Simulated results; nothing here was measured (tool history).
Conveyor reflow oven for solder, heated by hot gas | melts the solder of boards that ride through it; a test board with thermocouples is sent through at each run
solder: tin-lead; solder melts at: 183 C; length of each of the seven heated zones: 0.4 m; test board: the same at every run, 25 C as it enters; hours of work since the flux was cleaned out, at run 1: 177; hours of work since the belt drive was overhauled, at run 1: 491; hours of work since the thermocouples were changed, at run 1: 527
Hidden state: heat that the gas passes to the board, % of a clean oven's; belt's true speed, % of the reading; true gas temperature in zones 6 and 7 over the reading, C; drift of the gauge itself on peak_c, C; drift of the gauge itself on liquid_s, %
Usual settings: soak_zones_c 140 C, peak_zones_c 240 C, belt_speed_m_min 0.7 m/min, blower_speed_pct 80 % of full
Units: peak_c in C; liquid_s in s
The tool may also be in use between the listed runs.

run	hour	soak_zones_c	peak_zones_c	belt_speed_m_min	blower_speed_pct	hours of work since the flux was cleaned out	hours of work since the belt drive was overhauled	hours of work since the thermocouples were changed	peak_c	liquid_s
1	0	140	240	0.7	80	177	491	527	228.3	59.4
2	9.6	140	240	0.7	80	184	499	534	228.4	59.2
3	16.7	130	240	0.7	80	190	504	540	226.6	55.8
4	33	140	240	0.7	80	203	517	553	228	59.3
5	41.7	140	240	0.7	80	210	524	560	227.8	59.1
6	51.6	140	240	0.7	80	218	532	568	228.1	59.5
7	62.6	140	240	0.747	80	227	541	577	225.9	54.1
8	72.5	140	240	0.7	80	235	549	584	228	59.3
9	88.7	140	238	0.7	80	248	562	597	226	58.2
10	98.9	140	238	0.7	80	256	570	606	225.9	58.3
11	110.1	140	238	0.7	80	265	579	614	225.8	58.3
12	125.6	140	238	0.655	80	277	591	627	227.8	63.4
13	137.4	140	238	0.655	80	287	601	636	227.8	63.7
14	146	140	238	0.655	80	293	607	643	227.9	63.5
15	155.6	140	240	0.577	80	301	615	651	232.7	75.5
16	170.6	140	240	0.7	80	313	627	663	228	59.5
# hour 181.2: thermocouples of zones 6 and 7 changed
17	186.5	129	237	0.625	80	324	638	4	225.2	61.6
# hour 198.3: flux residue cleaned out of gas plates and filters
18	198.5	145	230	0.623	54	0	644	10	216.5	60.4
19	215.1	138	240	0.623	54	13	657	23	223.7	63
20	226.8	148	240	0.63	54	23	666	32	225.4	67.4
21	236.5	148	240	0.63	54	31	674	40	225.3	67.3
22	244.5	137	240	0.584	55	37	681	47	226.1	68.9
23	255.7	145	240	0.804	80	46	689	55	224	51
24	262.7	145	240	0.804	80	51	695	61	224.3	50.8
25	270.9	145	240	0.804	80	58	702	68	224.1	51
# hour 279.8: belt drive overhauled, speed set with a stopwatch
26	284	136	237	0.804	80	65	3	75	219.5	45.2
27	295.9	131	240	0.741	80	75	13	84	224.4	50.7
28	306.8	131	240	0.7	80	83	22	93	226	55.1
29	316.3	131	240	0.571	85	91	29	101	232.1	72.6
30	331.3	152	248	0.726	72	103	41	113	233.2	62.5
31	343.9	152	248	0.726	72	113	51	123	233.1	62.4

Measured less the same run without the tool's hidden state. The same run-to-run variation is in both; the gauge's scatter may not be:
run	peak_c	liquid_s
1	+0.4	+0.6
2	+0.4	+0.6
3	+0.3	+0.5
4	+0.4	+0.6
5	+0.4	+0.6
6	+0.3	+0.6
7	+0.2	+0.5
8	+0.3	+0.5
9	+0.3	+0.5
10	+0.3	+0.6
11	+0.2	+0.6
12	+0.4	+0.6
13	+0.3	+0.7
14	+0.3	+0.7
15	+0.6	+0.9
16	+0.2	+0.5
17	-1.6	-0.6
18	+0	+0.6
19	+0	+0.7
20	+0	+0.7
21	+0	+0.7
22	-0.1	+0.7
23	-0.2	+0.4
24	-0.3	+0.4
25	-0.3	+0.4
26	-0.7	-0.4
27	-0.7	-0.4
28	-0.7	-0.4
29	-0.4	-0.3
30	-0.6	-0.2
31	-0.6	-0.2
